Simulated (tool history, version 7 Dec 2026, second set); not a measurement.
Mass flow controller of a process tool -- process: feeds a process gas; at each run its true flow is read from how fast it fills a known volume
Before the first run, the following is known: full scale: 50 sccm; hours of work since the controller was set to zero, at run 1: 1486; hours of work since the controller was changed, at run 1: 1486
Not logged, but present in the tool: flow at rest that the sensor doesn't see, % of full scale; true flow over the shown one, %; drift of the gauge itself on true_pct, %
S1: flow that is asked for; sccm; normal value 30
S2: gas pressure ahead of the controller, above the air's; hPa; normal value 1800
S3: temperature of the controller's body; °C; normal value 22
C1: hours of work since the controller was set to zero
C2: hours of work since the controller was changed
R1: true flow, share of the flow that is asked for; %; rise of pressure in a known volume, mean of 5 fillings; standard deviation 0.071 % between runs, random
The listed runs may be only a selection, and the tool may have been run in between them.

run    hour  S1    S2  S3    C1    C2      R1
  1     0.0  30  1800  22  1486  1486   99.88
  2    93.0  30  1800  22  1554  1554  100.00
  3   193.7  30  1450  22  1628  1628   99.77
  4   293.6  30  1800  37  1702  1702   99.44
  5   391.2  30  1800  37  1774  1774   99.40
  6   457.5  30  1800  37  1822  1822   99.35
  7   531.5  30  1800  37  1877  1877   99.36
  8   630.0  30  1800  37  1949  1949   99.33
  9   693.6  30  1800  22  1996  1996  100.13
 10   774.5  30  1800  22  2055  2055   99.99
 11   881.9  30  1800  22  2134  2134  100.03
 12   959.6  27  1800  22  2191  2191  100.19
 13  1011.8  27  1800  22  2230  2230  100.23
 14  1110.5  28  1480  31  2302  2302   99.74
 15  1194.7  28  1480  31  2364  2364   99.76
 16  1289.2  35  2550  31  2434  2434  100.16
 17  1382.3  35  2550  31  2502  2502  100.16
 18  1448.5  35  2550  31  2551  2551  100.16
 19  1494.5  35  2550  31  2584  2584  100.12
 20  1549.7  35  2550  31  2625  2625  100.10
 21  1601.8  35  2370  37  2663  2663   99.71
 22  1662.6  42  2370  37  2708  2708   99.51
 23  1749.0  14  2370  37  2771  2771  101.06
 24  1827.9  21  2760  26  2829  2829  100.94
 25  1895.8  21  2760  26  2879  2879  100.94

Branching from run 25: 5 alternative next runs. What would each branch give?
  A  2001.2  40  2180  22  2957  2957   ?
  B  2001.2  39  1410  34  2957  2957   ?
  C  2001.2  30  2560  37  2957  2957   ?
  D  2001.2  21  1990  32  2957  2957   ?
  E  2001.2  48  1420  26  2957  2957   ?

run      R1
  A  100.40
  B   99.36
  C  100.00
  D  100.40
  E   99.57
Had the tool no hidden state, the same runs would have come out as:
run      R1
  A  100.31
  B   99.24
  C   99.59
  D   99.45
  E   99.64
